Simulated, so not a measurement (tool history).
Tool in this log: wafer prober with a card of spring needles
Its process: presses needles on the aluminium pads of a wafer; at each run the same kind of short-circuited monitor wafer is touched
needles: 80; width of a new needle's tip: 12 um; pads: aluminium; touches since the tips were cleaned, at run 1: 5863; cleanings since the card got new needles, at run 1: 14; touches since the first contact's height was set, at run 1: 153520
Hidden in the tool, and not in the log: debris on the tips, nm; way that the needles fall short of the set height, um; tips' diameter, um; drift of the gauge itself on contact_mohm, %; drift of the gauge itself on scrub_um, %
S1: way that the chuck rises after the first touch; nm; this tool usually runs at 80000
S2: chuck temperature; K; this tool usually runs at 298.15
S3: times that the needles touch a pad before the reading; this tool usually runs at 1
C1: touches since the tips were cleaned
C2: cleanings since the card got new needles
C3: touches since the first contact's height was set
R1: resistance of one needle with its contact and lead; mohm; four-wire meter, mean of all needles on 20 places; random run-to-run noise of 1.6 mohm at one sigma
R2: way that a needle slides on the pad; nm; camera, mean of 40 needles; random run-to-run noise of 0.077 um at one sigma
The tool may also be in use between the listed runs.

run	hour	S1	S2	S3	C1	C2	C3	R1	R2
1	0	80000	298.15	1	5863	14	153520	207	21030
# hour 5.6: tips cleaned on abrasive film
2	12.2	80000	298.15	1	3788	15	160416	196	21030
# hour 22.8: tips cleaned on abrasive film
3	28.3	97000	298.15	1	3141	16	169504	185	25420
# hour 39.7: tips cleaned on abrasive film
4	41.2	80000	298.15	1	900	17	176828	176	20760
5	53.9	80000	298.15	1	8080	17	184008	214	20900
# hour 56.4: tips cleaned on abrasive film
# hour 73: tips cleaned on abrasive film
6	76.2	80000	358.15	1	1807	19	196624	191	20890
# hour 90.4: tips cleaned on abrasive film
7	90.4	80000	298.15	1	0	20	204628	166	20840
8	100.7	80000	298.15	1	5856	20	210484	203	20710
# hour 106.6: tips cleaned on abrasive film
9	119.3	80000	298.15	1	7201	21	221020	210	20750
# hour 121.1: height of the first contact set anew
# hour 123.3: tips cleaned on abrasive film
# hour 139.1: tips cleaned on abrasive film
10	141.3	80000	298.15	1	1226	23	11369	185	20370
11	151.7	98000	298.15	2	7131	23	17274	182	25110
# hour 156.2: tips cleaned on abrasive film
12	167.9	98000	298.15	2	6638	24	26452	184	25280
# hour 172.6: tips cleaned on abrasive film
# hour 189.1: tips cleaned on abrasive film
13	189.9	80000	325.15	1	422	26	38856	176	20330
14	201.9	99000	362.15	2	7254	26	45688	197	25370
# hour 206.5: height of the first contact set anew, once more
# hour 206.6: tips cleaned on abrasive film
# hour 223.1: tips cleaned on abrasive film
15	223.1	99000	362.15	2	0	28	9305	171	26320
16	235.2	99000	362.15	2	6885	28	16190	187	26300
# hour 240: tips cleaned on abrasive film
17	250.4	99000	362.15	2	5954	29	24833	188	26360
# hour 256.6: tips cleaned on abrasive film
18	272	99000	362.15	2	8795	30	37070	195	26360
# hour 274.3: tips cleaned on abrasive film
19	282.1	99000	362.15	2	4486	31	42761	186	26200
# hour 291.4: tips cleaned on abrasive film
20	305.4	67000	394.15	1	7935	32	55930	243	17800

Predict each of these 5 candidate next runs independently; none follows another, all start after run 20:
# hour 308: tips cleaned on abrasive film
A	321	74000	312.15	1	7409	33	64791	?	?
# hour 308: tips cleaned on abrasive film
B	321	72000	298.15	1	7409	33	64791	?	?
# hour 308: tips cleaned on abrasive film
C	321	77000	313.15	1	7409	33	64791	?	?
# hour 308: tips cleaned on abrasive film
D	321	64000	301.15	1	7409	33	64791	?	?
# hour 308: tips cleaned on abrasive film
E	321	80000	387.15	1	7409	33	64791	?	?

run	R1	R2
A	225	19540
B	223	19060
C	217	20390
D	240	16860
E	222	21220
What these runs would have given with no unlogged condition in the tool:
run	R1	R2
A	168	19720
B	163	19250
C	165	20570
D	166	17040
E	178	21400

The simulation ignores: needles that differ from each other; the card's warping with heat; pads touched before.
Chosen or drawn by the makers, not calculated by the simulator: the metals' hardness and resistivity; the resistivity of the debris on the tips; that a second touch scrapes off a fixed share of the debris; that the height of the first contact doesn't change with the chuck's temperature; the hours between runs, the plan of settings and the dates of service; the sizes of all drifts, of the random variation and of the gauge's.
